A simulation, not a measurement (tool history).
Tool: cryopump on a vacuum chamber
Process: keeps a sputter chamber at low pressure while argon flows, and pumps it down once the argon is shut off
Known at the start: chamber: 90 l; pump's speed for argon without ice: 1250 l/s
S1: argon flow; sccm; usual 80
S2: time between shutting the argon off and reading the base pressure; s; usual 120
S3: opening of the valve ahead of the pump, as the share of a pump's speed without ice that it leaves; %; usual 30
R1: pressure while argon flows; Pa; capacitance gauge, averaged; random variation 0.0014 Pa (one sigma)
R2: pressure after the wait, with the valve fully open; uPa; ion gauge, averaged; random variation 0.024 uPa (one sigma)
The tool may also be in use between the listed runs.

Run 1, hour 0: usual settings. Result: R1 0.3646 Pa, R2 1.23 uPa.
Run 2, hour 84.5: usual settings. Result: R1 0.3652 Pa, R2 1.33 uPa.
Run 3, hour 132.1: usual settings. Result: R1 0.3682 Pa, R2 1.35 uPa.
Run 4, hour 210.4: usual settings but S3 17 %. Result: R1 0.6434 Pa, R2 1.37 uPa.
Run 5, hour 289.7: usual settings but S3 17 %. Result: R1 0.6466 Pa, R2 1.41 uPa.
At hour 322: leaking fittings of the chamber tightened, without venting.
Run 6, hour 378.6: usual settings. Result: R1 0.3724 Pa, R2 0.97 uPa.
Run 7, hour 441.6: usual settings. Result: R1 0.3735 Pa, R2 1.05 uPa.
Run 8, hour 539.3: usual settings. Result: R1 0.3771 Pa, R2 1.05 uPa.
Run 9, hour 587.6: usual settings. Result: R1 0.3782 Pa, R2 1.09 uPa.
Run 10, hour 659.9: usual settings. Result: R1 0.3797 Pa, R2 1.19 uPa.
At hour 677.2: pump warmed up, emptied and cooled again.
Run 11, hour 746.8: usual settings. Result: R1 0.3643 Pa, R2 1.09 uPa.
Run 12, hour 843.7: usual settings but S1 50 sccm. Result: R1 0.2284 Pa, R2 1.14 uPa.
Run 13, hour 901.4: usual settings. Result: R1 0.3656 Pa, R2 1.18 uPa.
Run 14, hour 975.3: usual settings but S1 64 sccm. Result: R1 0.2942 Pa, R2 1.23 uPa.
Run 15, hour 1045.8: usual settings but S1 64 sccm. Result: R1 0.2961 Pa, R2 1.24 uPa.
Run 16, hour 1149.4: usual settings but S1 43 sccm. Result: R1 0.1991 Pa, R2 1.33 uPa.
Run 17, hour 1237.3: usual settings but S1 43 sccm. Result: R1 0.1994 Pa, R2 1.4 uPa.
Run 18, hour 1289.7: usual settings but S1 66 sccm, S2 44 s. Result: R1 0.3099 Pa, R2 2.53 uPa.

Forecast run 19:
Run 19, hour 1347.4: usual settings but S3 42 %. Result: R1 ?, R2 ?.

R1: 0.275 Pa
R2: 1.45 uPa
Without the tool's hidden state the same run would have given R1 0.2599 Pa, R2 0.9 uPa.
